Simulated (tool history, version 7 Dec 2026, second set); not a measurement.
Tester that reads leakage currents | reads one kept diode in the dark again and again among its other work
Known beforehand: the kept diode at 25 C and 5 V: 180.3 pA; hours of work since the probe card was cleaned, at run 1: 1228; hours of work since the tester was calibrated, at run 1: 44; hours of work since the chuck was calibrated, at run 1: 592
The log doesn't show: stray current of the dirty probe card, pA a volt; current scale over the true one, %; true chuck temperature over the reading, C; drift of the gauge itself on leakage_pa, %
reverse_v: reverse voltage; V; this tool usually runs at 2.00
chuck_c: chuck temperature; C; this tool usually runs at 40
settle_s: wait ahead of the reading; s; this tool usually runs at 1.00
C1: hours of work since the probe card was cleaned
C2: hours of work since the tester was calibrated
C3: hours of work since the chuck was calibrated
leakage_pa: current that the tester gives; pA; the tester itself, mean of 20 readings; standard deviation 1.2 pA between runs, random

{"run": 1, "day": 0.0, "reverse_v": 2.0, "chuck_c": 40, "settle_s": 1.0, "C1": 1228, "C2": 44, "C3": 592, "leakage_pa": 376.35}
{"run": 2, "day": 1.254, "reverse_v": 2.0, "chuck_c": 40, "settle_s": 1.37, "C1": 1244, "C2": 60, "C3": 608, "leakage_pa": 375.43}
{"run": 3, "day": 2.388, "reverse_v": 2.0, "chuck_c": 40, "settle_s": 1.37, "C1": 1259, "C2": 76, "C3": 623, "leakage_pa": 375.55}
{"run": 4, "day": 3.546, "reverse_v": 2.0, "chuck_c": 40, "settle_s": 1.37, "C1": 1275, "C2": 91, "C3": 639, "leakage_pa": 375.7}
{"run": 5, "day": 4.171, "reverse_v": 2.0, "chuck_c": 40, "settle_s": 1.0, "C1": 1283, "C2": 99, "C3": 647, "leakage_pa": 375.02}
{"run": 6, "day": 5.404, "reverse_v": 2.0, "chuck_c": 40, "settle_s": 1.0, "C1": 1300, "C2": 116, "C3": 664, "leakage_pa": 375.49}
{"run": 7, "day": 6.521, "reverse_v": 2.0, "chuck_c": 40, "settle_s": 1.0, "C1": 1315, "C2": 131, "C3": 679, "leakage_pa": 374.37}
{"run": 8, "day": 7.621, "reverse_v": 2.0, "chuck_c": 40, "settle_s": 1.0, "C1": 1329, "C2": 145, "C3": 693, "leakage_pa": 376.66}
{"run": 9, "day": 8.283, "reverse_v": 2.0, "chuck_c": 40, "settle_s": 1.0, "C1": 1338, "C2": 154, "C3": 702, "leakage_pa": 375.06}
{"run": 10, "day": 8.917, "reverse_v": 2.0, "chuck_c": 40, "settle_s": 1.0, "C1": 1347, "C2": 163, "C3": 711, "leakage_pa": 374.31}
{"run": 11, "day": 9.575, "reverse_v": 2.0, "chuck_c": 40, "settle_s": 1.0, "C1": 1356, "C2": 172, "C3": 720, "leakage_pa": 375.61}
{"run": 12, "day": 10.35, "reverse_v": 2.0, "chuck_c": 24, "settle_s": 1.0, "C1": 1366, "C2": 182, "C3": 730, "leakage_pa": 112.06}
{"run": 13, "day": 11.0, "reverse_v": 2.0, "chuck_c": 24, "settle_s": 1.0, "C1": 1375, "C2": 191, "C3": 739, "leakage_pa": 112.0}
{"day": 11.346, "done": "probe card cleaned and baked"}
{"run": 14, "day": 11.742, "reverse_v": 2.0, "chuck_c": 24, "settle_s": 1.0, "C1": 5, "C2": 199, "C3": 747, "leakage_pa": 106.37}
{"run": 15, "day": 13.108, "reverse_v": 2.0, "chuck_c": 40, "settle_s": 1.0, "C1": 24, "C2": 217, "C3": 765, "leakage_pa": 367.11}
{"run": 16, "day": 14.588, "reverse_v": 2.0, "chuck_c": 40, "settle_s": 1.0, "C1": 43, "C2": 237, "C3": 785, "leakage_pa": 366.61}
{"run": 17, "day": 15.925, "reverse_v": 12.28, "chuck_c": 40, "settle_s": 1.0, "C1": 61, "C2": 255, "C3": 803, "leakage_pa": 801.69}
{"run": 18, "day": 16.638, "reverse_v": 12.28, "chuck_c": 40, "settle_s": 1.0, "C1": 71, "C2": 264, "C3": 812, "leakage_pa": 801.25}
{"run": 19, "day": 17.667, "reverse_v": 12.28, "chuck_c": 40, "settle_s": 1.0, "C1": 85, "C2": 278, "C3": 826, "leakage_pa": 805.27}
{"run": 20, "day": 18.45, "reverse_v": 2.0, "chuck_c": 51, "settle_s": 1.0, "C1": 95, "C2": 289, "C3": 837, "leakage_pa": 802.09}
{"run": 21, "day": 19.225, "reverse_v": 6.3, "chuck_c": 27, "settle_s": 4.95, "C1": 105, "C2": 299, "C3": 847, "leakage_pa": 220.83}
{"run": 22, "day": 20.392, "reverse_v": 6.3, "chuck_c": 27, "settle_s": 4.95, "C1": 121, "C2": 315, "C3": 863, "leakage_pa": 222.11}

Run 23 comes next. What will it give?
{"run": 23, "day": 21.775, "reverse_v": 2.7, "chuck_c": 39, "settle_s": 1.0, "C1": 140, "C2": 333, "C3": 881, "leakage_pa": "?"}

leakage_pa: 385.44 pA
With the hidden condition absent and the run-to-run variation left alone, this run would have shown leakage_pa 407.95 pA.

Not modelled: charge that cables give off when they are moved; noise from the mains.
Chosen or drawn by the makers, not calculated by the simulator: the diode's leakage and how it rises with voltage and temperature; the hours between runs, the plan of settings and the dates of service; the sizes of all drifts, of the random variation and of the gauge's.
